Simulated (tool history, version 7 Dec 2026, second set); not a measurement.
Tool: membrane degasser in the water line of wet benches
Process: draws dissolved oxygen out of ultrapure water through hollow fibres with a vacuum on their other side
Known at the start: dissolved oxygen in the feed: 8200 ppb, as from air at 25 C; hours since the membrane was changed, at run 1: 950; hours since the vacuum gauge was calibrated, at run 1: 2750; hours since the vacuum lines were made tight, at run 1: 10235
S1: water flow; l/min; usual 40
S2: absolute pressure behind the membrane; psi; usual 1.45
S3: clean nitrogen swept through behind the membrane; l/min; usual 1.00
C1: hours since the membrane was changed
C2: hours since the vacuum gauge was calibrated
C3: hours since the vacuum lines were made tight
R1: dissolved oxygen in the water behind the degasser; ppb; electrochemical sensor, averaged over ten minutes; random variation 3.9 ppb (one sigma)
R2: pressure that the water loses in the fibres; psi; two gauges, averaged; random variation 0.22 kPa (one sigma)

{"run": 1, "hour": 0.0, "S1": 40, "S2": 1.45, "S3": 1.0, "C1": 950, "C2": 2750, "C3": 10235, "R1": 574.9, "R2": 7.749}
{"run": 2, "hour": 46.1, "S1": 40, "S2": 1.45, "S3": 1.0, "C1": 996, "C2": 2796, "C3": 10281, "R1": 570.9, "R2": 7.842}
{"run": 3, "hour": 116.8, "S1": 40, "S2": 1.45, "S3": 1.0, "C1": 1067, "C2": 2867, "C3": 10352, "R1": 582.1, "R2": 7.71}
{"run": 4, "hour": 164.3, "S1": 40, "S2": 1.45, "S3": 1.0, "C1": 1114, "C2": 2914, "C3": 10400, "R1": 585.7, "R2": 7.76}
{"run": 5, "hour": 207.2, "S1": 40, "S2": 1.45, "S3": 1.0, "C1": 1157, "C2": 2957, "C3": 10442, "R1": 580.3, "R2": 7.761}
{"run": 6, "hour": 236.0, "S1": 40, "S2": 1.45, "S3": 1.0, "C1": 1186, "C2": 2986, "C3": 10471, "R1": 579.3, "R2": 7.72}
{"run": 7, "hour": 280.6, "S1": 47, "S2": 1.45, "S3": 1.0, "C1": 1231, "C2": 3030, "C3": 10516, "R1": 688.3, "R2": 9.126}
{"run": 8, "hour": 325.9, "S1": 47, "S2": 3.29, "S3": 1.0, "C1": 1276, "C2": 3076, "C3": 10561, "R1": 1584.0, "R2": 9.059}
{"run": 9, "hour": 388.4, "S1": 40, "S2": 1.45, "S3": 2.99, "C1": 1338, "C2": 3138, "C3": 10624, "R1": 271.8, "R2": 7.723}
{"run": 10, "hour": 419.4, "S1": 40, "S2": 1.45, "S3": 2.99, "C1": 1369, "C2": 3169, "C3": 10655, "R1": 271.1, "R2": 7.694}
{"run": 11, "hour": 483.6, "S1": 40, "S2": 1.45, "S3": 2.99, "C1": 1434, "C2": 3233, "C3": 10719, "R1": 270.0, "R2": 7.725}
{"run": 12, "hour": 553.6, "S1": 50, "S2": 1.45, "S3": 1.0, "C1": 1504, "C2": 3303, "C3": 10789, "R1": 753.5, "R2": 9.558}
{"run": 13, "hour": 613.4, "S1": 50, "S2": 1.45, "S3": 1.0, "C1": 1563, "C2": 3363, "C3": 10849, "R1": 744.4, "R2": 9.538}
{"run": 14, "hour": 657.1, "S1": 50, "S2": 1.45, "S3": 2.78, "C1": 1607, "C2": 3407, "C3": 10892, "R1": 417.0, "R2": 9.603}
{"run": 15, "hour": 715.0, "S1": 40, "S2": 1.45, "S3": 1.0, "C1": 1665, "C2": 3465, "C3": 10950, "R1": 581.8, "R2": 7.688}
{"run": 16, "hour": 754.5, "S1": 59, "S2": 1.45, "S3": 1.0, "C1": 1704, "C2": 3504, "C3": 10990, "R1": 913.1, "R2": 11.32}
{"run": 17, "hour": 798.9, "S1": 59, "S2": 1.45, "S3": 1.0, "C1": 1749, "C2": 3549, "C3": 11034, "R1": 917.5, "R2": 11.2}
{"run": 18, "hour": 847.8, "S1": 59, "S2": 1.45, "S3": 1.0, "C1": 1798, "C2": 3598, "C3": 11083, "R1": 925.3, "R2": 11.197}
{"run": 19, "hour": 895.0, "S1": 44, "S2": 1.52, "S3": 1.29, "C1": 1845, "C2": 3645, "C3": 11130, "R1": 575.7, "R2": 8.344}
{"hour": 943.5, "done": "gauge calibrated"}
{"run": 20, "hour": 964.7, "S1": 25, "S2": 2.45, "S3": 1.0, "C1": 1915, "C2": 3715, "C3": 11200, "R1": 695.5, "R2": 4.867}
{"run": 21, "hour": 1021.2, "S1": 25, "S2": 2.45, "S3": 1.0, "C1": 1971, "C2": 3771, "C3": 11256, "R1": 694.8, "R2": 4.825}
{"run": 22, "hour": 1068.9, "S1": 25, "S2": 2.45, "S3": 1.0, "C1": 2019, "C2": 3819, "C3": 11304, "R1": 698.8, "R2": 4.873}
{"run": 23, "hour": 1121.3, "S1": 25, "S2": 2.45, "S3": 1.0, "C1": 2071, "C2": 3871, "C3": 11357, "R1": 693.8, "R2": 4.87}
{"run": 24, "hour": 1154.2, "S1": 53, "S2": 2.45, "S3": 1.0, "C1": 2104, "C2": 3904, "C3": 11389, "R1": 1340.5, "R2": 10.219}
{"run": 25, "hour": 1186.9, "S1": 53, "S2": 2.45, "S3": 1.0, "C1": 2137, "C2": 3937, "C3": 11422, "R1": 1360.7, "R2": 10.264}
{"run": 26, "hour": 1231.3, "S1": 48, "S2": 1.16, "S3": 1.0, "C1": 2181, "C2": 3981, "C3": 11467, "R1": 553.4, "R2": 9.271}
{"run": 27, "hour": 1300.9, "S1": 42, "S2": 1.06, "S3": 1.18, "C1": 2251, "C2": 4051, "C3": 11536, "R1": 366.2, "R2": 8.096}
{"run": 28, "hour": 1331.3, "S1": 42, "S2": 1.06, "S3": 1.02, "C1": 2281, "C2": 4081, "C3": 11567, "R1": 410.4, "R2": 8.125}
{"run": 29, "hour": 1386.6, "S1": 35, "S2": 1.0, "S3": 2.55, "C1": 2337, "C2": 4136, "C3": 11622, "R1": 152.1, "R2": 6.722}
{"run": 30, "hour": 1455.0, "S1": 35, "S2": 1.0, "S3": 2.55, "C1": 2405, "C2": 4205, "C3": 11690, "R1": 152.3, "R2": 6.695}
{"run": 31, "hour": 1519.5, "S1": 44, "S2": 1.83, "S3": 1.69, "C1": 2469, "C2": 4269, "C3": 11755, "R1": 591.4, "R2": 8.441}
{"run": 32, "hour": 1557.9, "S1": 45, "S2": 1.45, "S3": 1.12, "C1": 2508, "C2": 4308, "C3": 11793, "R1": 620.1, "R2": 8.64}
{"run": 33, "hour": 1622.3, "S1": 40, "S2": 2.1, "S3": 1.0, "C1": 2572, "C2": 4372, "C3": 11857, "R1": 884.9, "R2": 7.61}

Forecast each of these 3 alternatives for the next run:
{"run": "A", "hour": 1660.8, "S1": 40, "S2": 1.58, "S3": 0.54, "C1": 2611, "C2": 4411, "C3": 11896, "R1": "?", "R2": "?"}
{"run": "B", "hour": 1660.8, "S1": 40, "S2": 1.06, "S3": 1.0, "C1": 2611, "C2": 4411, "C3": 11896, "R1": "?", "R2": "?"}
{"run": "C", "hour": 1660.8, "S1": 40, "S2": 1.8, "S3": 0.59, "C1": 2611, "C2": 4411, "C3": 11896, "R1": "?", "R2": "?"}

run=A R1=953.7 R2=7.619
run=B R1=386.3 R2=7.590
run=C R1=1061.6 R2=7.652
Without the tool's hidden state the same runs would have given:
run=A R1=953.4 R2=7.771
run=B R1=386.1 R2=7.742
run=C R1=1061.4 R2=7.806
